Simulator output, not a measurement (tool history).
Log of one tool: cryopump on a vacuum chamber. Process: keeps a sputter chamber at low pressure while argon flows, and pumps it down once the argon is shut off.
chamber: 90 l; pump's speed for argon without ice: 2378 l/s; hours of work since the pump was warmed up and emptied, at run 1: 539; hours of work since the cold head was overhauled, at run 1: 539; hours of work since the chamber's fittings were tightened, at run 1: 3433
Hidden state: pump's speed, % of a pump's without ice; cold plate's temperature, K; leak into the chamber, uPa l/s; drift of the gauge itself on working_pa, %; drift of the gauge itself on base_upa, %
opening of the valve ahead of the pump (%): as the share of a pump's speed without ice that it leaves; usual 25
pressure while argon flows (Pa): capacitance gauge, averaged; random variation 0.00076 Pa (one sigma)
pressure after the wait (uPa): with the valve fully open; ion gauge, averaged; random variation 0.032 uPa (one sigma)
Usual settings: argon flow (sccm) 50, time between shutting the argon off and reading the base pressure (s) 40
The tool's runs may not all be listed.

run,hour,argon flow (sccm),time between shutting the argon off and reading the base pressure (s),opening of the valve ahead of the pump (%),hours of work since the pump was warmed up and emptied,hours of work since the cold head was overhauled,hours of work since the chamber's fittings were tightened,pressure while argon flows (Pa),pressure after the wait (uPa)
1,0.0,50,40,25,539,539,3433,0.1475,3.06
# hour 26.9: leaking fittings of the chamber tightened, without venting
2,51.8,50,40,25,567,567,14,0.1462,1.71
3,127.4,50,35,25,609,609,57,0.1473,1.89
4,184.3,50,35,32,641,641,89,0.1169,1.94
# hour 221.6: pump warmed up, emptied and cooled again
5,240.6,50,56,25,11,670,118,0.1424,1.29
6,285.8,50,56,25,36,696,143,0.1430,1.28
7,344.4,50,56,25,69,729,176,0.1440,1.24
8,387.3,50,56,25,93,753,200,0.1427,1.28
9,451.5,50,56,25,130,789,237,0.1433,1.31
10,498.3,50,56,25,156,816,263,0.1447,1.37
11,532.6,50,56,25,175,835,282,0.1445,1.33
12,574.6,50,56,25,199,859,306,0.1455,1.30
13,622.7,50,194,33,226,886,333,0.1108,0.55
14,673.3,50,168,37,255,914,362,0.0996,0.64
15,712.8,65,100,25,277,937,384,0.1889,0.90
16,776.2,65,35,26,313,972,420,0.1810,2.03
17,833.5,50,40,17,345,1005,452,0.2136,1.86
18,881.9,30,56,25,372,1032,479,0.0876,1.40
19,948.2,54,56,20,410,1069,517,0.1977,1.43
20,1027.1,54,228,20,454,1114,561,0.1954,0.68
21,1079.0,67,22,32,483,1143,590,0.1561,3.11
22,1142.6,34,36,37,519,1179,626,0.0688,2.04
23,1202.0,34,36,37,553,1213,660,0.0687,2.11

Forecast each of these 3 alternatives for the next run:
A,1239.1,34,140,35,574,1233,681,?,?
B,1239.1,32,21,33,574,1233,681,?,?
C,1239.1,44,40,56,574,1233,681,?,?

run,pressure while argon flows (Pa),pressure after the wait (uPa)
A,0.0735,0.84
B,0.0727,3.39
C,0.0614,1.91
Without the tool's hidden state the same runs would have given:
run,pressure while argon flows (Pa),pressure after the wait (uPa)
A,0.0694,0.53
B,0.0689,3.07
C,0.0562,1.61
